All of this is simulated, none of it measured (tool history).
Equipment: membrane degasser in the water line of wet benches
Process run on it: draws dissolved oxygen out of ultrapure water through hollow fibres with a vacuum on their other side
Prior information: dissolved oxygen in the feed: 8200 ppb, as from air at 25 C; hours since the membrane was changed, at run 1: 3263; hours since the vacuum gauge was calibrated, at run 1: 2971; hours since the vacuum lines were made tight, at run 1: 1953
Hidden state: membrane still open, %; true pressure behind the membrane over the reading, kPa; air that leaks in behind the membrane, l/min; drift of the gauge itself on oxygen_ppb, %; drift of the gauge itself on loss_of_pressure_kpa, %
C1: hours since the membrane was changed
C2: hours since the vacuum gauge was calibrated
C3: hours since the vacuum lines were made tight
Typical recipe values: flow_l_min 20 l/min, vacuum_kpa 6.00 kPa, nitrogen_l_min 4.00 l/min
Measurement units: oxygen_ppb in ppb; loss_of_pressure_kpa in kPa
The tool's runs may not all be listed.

run 1 hour=0.0 | flow_l_min=20 vacuum_kpa=6.00 nitrogen_l_min=4.00 | C1=3263 C2=2971 C3=1953 | oxygen_ppb=68.9 loss_of_pressure_kpa=68.41
run 2 hour=153.9 | flow_l_min=20 vacuum_kpa=6.00 nitrogen_l_min=4.00 | C1=3417 C2=3125 C3=2107 | oxygen_ppb=69.4 loss_of_pressure_kpa=68.91
run 3 hour=344.7 | flow_l_min=20 vacuum_kpa=6.00 nitrogen_l_min=4.00 | C1=3608 C2=3315 C3=2298 | oxygen_ppb=68.9 loss_of_pressure_kpa=67.98
run 4 hour=463.8 | flow_l_min=20 vacuum_kpa=6.00 nitrogen_l_min=4.00 | C1=3727 C2=3435 C3=2417 | oxygen_ppb=69.7 loss_of_pressure_kpa=68.79
run 5 hour=626.0 | flow_l_min=20 vacuum_kpa=6.00 nitrogen_l_min=4.00 | C1=3889 C2=3597 C3=2579 | oxygen_ppb=68.4 loss_of_pressure_kpa=68.14
run 6 hour=781.2 | flow_l_min=20 vacuum_kpa=6.00 nitrogen_l_min=4.00 | C1=4045 C2=3752 C3=2735 | oxygen_ppb=69.2 loss_of_pressure_kpa=67.83
run 7 hour=955.9 | flow_l_min=20 vacuum_kpa=6.00 nitrogen_l_min=4.00 | C1=4219 C2=3927 C3=2909 | oxygen_ppb=70.0 loss_of_pressure_kpa=68.16
run 8 hour=1080.8 | flow_l_min=20 vacuum_kpa=6.00 nitrogen_l_min=4.00 | C1=4344 C2=4052 C3=3034 | oxygen_ppb=69.1 loss_of_pressure_kpa=68.00
run 9 hour=1187.5 | flow_l_min=20 vacuum_kpa=6.00 nitrogen_l_min=2.98 | C1=4451 C2=4158 C3=3141 | oxygen_ppb=81.8 loss_of_pressure_kpa=67.91
run 10 hour=1318.0 | flow_l_min=20 vacuum_kpa=6.00 nitrogen_l_min=4.00 | C1=4581 C2=4289 C3=3271 | oxygen_ppb=69.4 loss_of_pressure_kpa=67.40
run 11 hour=1505.6 | flow_l_min=20 vacuum_kpa=6.00 nitrogen_l_min=4.00 | C1=4769 C2=4476 C3=3459 | oxygen_ppb=68.6 loss_of_pressure_kpa=67.59
run 12 hour=1588.4 | flow_l_min=20 vacuum_kpa=6.00 nitrogen_l_min=1.97 | C1=4852 C2=4559 C3=3542 | oxygen_ppb=101.1 loss_of_pressure_kpa=67.45
run 13 hour=1672.2 | flow_l_min=15 vacuum_kpa=6.00 nitrogen_l_min=4.00 | C1=4936 C2=4643 C3=3625 | oxygen_ppb=43.1 loss_of_pressure_kpa=50.60
run 14 hour=1800.9 | flow_l_min=15 vacuum_kpa=6.00 nitrogen_l_min=4.00 | C1=5064 C2=4772 C3=3754 | oxygen_ppb=43.7 loss_of_pressure_kpa=50.38
-- hour=1885.1 gauge calibrated
run 15 hour=1909.1 | flow_l_min=20 vacuum_kpa=6.00 nitrogen_l_min=4.00 | C1=5173 C2=4880 C3=3862 | oxygen_ppb=69.9 loss_of_pressure_kpa=69.13
-- hour=1925.9 vacuum gauge calibrated
run 16 hour=2011.1 | flow_l_min=20 vacuum_kpa=6.00 nitrogen_l_min=4.00 | C1=5274 C2=85 C3=3964 | oxygen_ppb=69.9 loss_of_pressure_kpa=69.00
run 17 hour=2171.5 | flow_l_min=13 vacuum_kpa=12.40 nitrogen_l_min=5.31 | C1=5434 C2=246 C3=4124 | oxygen_ppb=68.2 loss_of_pressure_kpa=44.85
run 18 hour=2251.5 | flow_l_min=21 vacuum_kpa=5.33 nitrogen_l_min=4.00 | C1=5514 C2=326 C3=4204 | oxygen_ppb=66.1 loss_of_pressure_kpa=72.09
run 19 hour=2449.6 | flow_l_min=29 vacuum_kpa=6.60 nitrogen_l_min=2.19 | C1=5713 C2=524 C3=4402 | oxygen_ppb=175.1 loss_of_pressure_kpa=99.08
run 20 hour=2593.4 | flow_l_min=19 vacuum_kpa=4.23 nitrogen_l_min=4.99 | C1=5856 C2=668 C3=4546 | oxygen_ppb=41.5 loss_of_pressure_kpa=64.87
run 21 hour=2765.4 | flow_l_min=25 vacuum_kpa=5.20 nitrogen_l_min=2.06 | C1=6028 C2=840 C3=4718 | oxygen_ppb=111.6 loss_of_pressure_kpa=85.49
run 22 hour=2852.2 | flow_l_min=25 vacuum_kpa=9.68 nitrogen_l_min=2.06 | C1=6115 C2=926 C3=4805 | oxygen_ppb=235.0 loss_of_pressure_kpa=85.30
run 23 hour=3024.9 | flow_l_min=25 vacuum_kpa=9.68 nitrogen_l_min=2.06 | C1=6288 C2=1099 C3=4978 | oxygen_ppb=231.3 loss_of_pressure_kpa=84.62
run 24 hour=3178.0 | flow_l_min=20 vacuum_kpa=11.60 nitrogen_l_min=10.95 | C1=6441 C2=1252 C3=5131 | oxygen_ppb=73.3 loss_of_pressure_kpa=67.58
run 25 hour=3348.2 | flow_l_min=13 vacuum_kpa=8.86 nitrogen_l_min=4.26 | C1=6611 C2=1422 C3=5301 | oxygen_ppb=55.2 loss_of_pressure_kpa=43.99
run 26 hour=3523.9 | flow_l_min=13 vacuum_kpa=8.86 nitrogen_l_min=4.26 | C1=6787 C2=1598 C3=5477 | oxygen_ppb=55.9 loss_of_pressure_kpa=44.07
run 27 hour=3610.3 | flow_l_min=13 vacuum_kpa=8.86 nitrogen_l_min=4.26 | C1=6873 C2=1684 C3=5563 | oxygen_ppb=55.1 loss_of_pressure_kpa=43.74
run 28 hour=3730.6 | flow_l_min=13 vacuum_kpa=8.86 nitrogen_l_min=4.26 | C1=6994 C2=1805 C3=5683 | oxygen_ppb=54.0 loss_of_pressure_kpa=43.42
run 29 hour=3844.0 | flow_l_min=26 vacuum_kpa=6.00 nitrogen_l_min=4.00 | C1=7107 C2=1918 C3=5797 | oxygen_ppb=103.2 loss_of_pressure_kpa=87.46
run 30 hour=3998.8 | flow_l_min=26 vacuum_kpa=6.00 nitrogen_l_min=4.00 | C1=7262 C2=2073 C3=5952 | oxygen_ppb=105.5 loss_of_pressure_kpa=87.59
run 31 hour=4169.0 | flow_l_min=20 vacuum_kpa=6.00 nitrogen_l_min=10.88 | C1=7432 C2=2243 C3=6122 | oxygen_ppb=46.8 loss_of_pressure_kpa=66.54
run 32 hour=4318.0 | flow_l_min=20 vacuum_kpa=6.00 nitrogen_l_min=10.88 | C1=7581 C2=2392 C3=6271 | oxygen_ppb=49.5 loss_of_pressure_kpa=67.36

4 ways to go on from here, each from the tool as it stands after run 32. What would each give?
run A hour=4401.0 | flow_l_min=23 vacuum_kpa=3.74 nitrogen_l_min=8.92 | C1=7664 C2=2475 C3=6354 | oxygen_ppb=? loss_of_pressure_kpa=?
run B hour=4401.0 | flow_l_min=20 vacuum_kpa=6.00 nitrogen_l_min=3.69 | C1=7664 C2=2475 C3=6354 | oxygen_ppb=? loss_of_pressure_kpa=?
run C hour=4401.0 | flow_l_min=23 vacuum_kpa=4.57 nitrogen_l_min=4.43 | C1=7664 C2=2475 C3=6354 | oxygen_ppb=? loss_of_pressure_kpa=?
run D hour=4401.0 | flow_l_min=20 vacuum_kpa=10.60 nitrogen_l_min=10.88 | C1=7664 C2=2475 C3=6354 | oxygen_ppb=? loss_of_pressure_kpa=?

run=A oxygen_ppb=51.4 loss_of_pressure_kpa=76.70
run=B oxygen_ppb=72.4 loss_of_pressure_kpa=66.55
run=C oxygen_ppb=64.5 loss_of_pressure_kpa=76.39
run=D oxygen_ppb=68.9 loss_of_pressure_kpa=66.76
What these runs would have given with no unlogged condition in the tool:
run=A oxygen_ppb=51.3 loss_of_pressure_kpa=79.07
run=B oxygen_ppb=72.4 loss_of_pressure_kpa=68.61
run=C oxygen_ppb=64.4 loss_of_pressure_kpa=78.76
run=D oxygen_ppb=68.8 loss_of_pressure_kpa=68.82

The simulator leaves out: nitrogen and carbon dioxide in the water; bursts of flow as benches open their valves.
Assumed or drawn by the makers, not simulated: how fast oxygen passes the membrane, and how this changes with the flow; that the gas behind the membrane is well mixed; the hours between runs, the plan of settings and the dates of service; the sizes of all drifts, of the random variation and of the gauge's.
